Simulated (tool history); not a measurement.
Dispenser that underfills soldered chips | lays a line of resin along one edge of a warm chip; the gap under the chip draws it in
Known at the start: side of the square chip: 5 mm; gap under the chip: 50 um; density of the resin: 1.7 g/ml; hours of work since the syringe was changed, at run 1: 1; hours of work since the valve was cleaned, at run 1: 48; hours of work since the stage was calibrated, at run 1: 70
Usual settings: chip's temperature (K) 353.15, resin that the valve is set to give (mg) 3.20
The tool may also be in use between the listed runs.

run	hour	chip's temperature (K)	resin that the valve is set to give (mg)	hours of work since the syringe was changed	hours of work since the valve was cleaned	hours of work since the stage was calibrated	time until the resin shows at the far edge (s)	resin that the valve gave (mg)
1	0.0	353.15	3.20	1	48	70	29.0	3.137
# hour 9.2: new syringe of resin
2	10.6	353.15	3.20	1	56	78	29.2	3.130
3	17.1	354.15	3.20	6	61	83	39.7	3.127
# hour 19.4: new syringe of resin
4	26.1	354.15	3.20	5	68	90	38.1	3.125
# hour 29.6: new syringe of resin
5	34.3	353.15	3.20	4	74	96	34.2	3.123
# hour 39.8: new syringe of resin
6	42.7	353.15	3.20	2	80	102	31.7	3.081
# hour 50.1: new syringe of resin
7	53.5	353.15	3.36	3	88	110	32.7	3.244
8	59.2	353.15	3.36	7	93	115	45.0	3.226
# hour 60.2: new syringe of resin
9	66.8	348.15	3.11	5	98	120	47.3	2.997
# hour 70.6: new syringe of resin
10	75.7	341.15	3.52	4	105	127	55.5	3.377
# hour 80.5: new syringe of resin
11	83.4	340.15	3.48	2	111	133	51.0	3.316
# hour 90.8: new syringe of resin
12	93.1	348.15	3.26	2	118	140	36.9	3.107
# hour 100.8: new syringe of resin
13	103.7	339.15	3.82	2	126	148	51.9	3.619
# hour 110.1: dispensing valve cleaned and set on the balance
# hour 111.7: new syringe of resin
14	114.7	358.15	3.82	2	3	155	25.5	3.832
15	119.7	344.15	3.79	6	7	159	57.0	3.777

3 ways to go on from here, each from the tool as it stands after run 15. What would each give?
# hour 121.6: new syringe of resin
A	126.1	341.15	3.79	3	12	164	?	?
# hour 121.6: new syringe of resin
B	126.1	363.15	2.76	3	12	164	?	?
# hour 121.6: new syringe of resin
C	126.1	348.15	3.79	3	12	164	?	?

run	time until the resin shows at the far edge (s)	resin that the valve gave (mg)
A	53.3	3.790
B	24.1	2.746
C	39.9	3.780
Without the tool's hidden state the same runs would have given:
run	time until the resin shows at the far edge (s)	resin that the valve gave (mg)
A	44.0	3.798
B	19.8	2.752
C	32.9	3.788

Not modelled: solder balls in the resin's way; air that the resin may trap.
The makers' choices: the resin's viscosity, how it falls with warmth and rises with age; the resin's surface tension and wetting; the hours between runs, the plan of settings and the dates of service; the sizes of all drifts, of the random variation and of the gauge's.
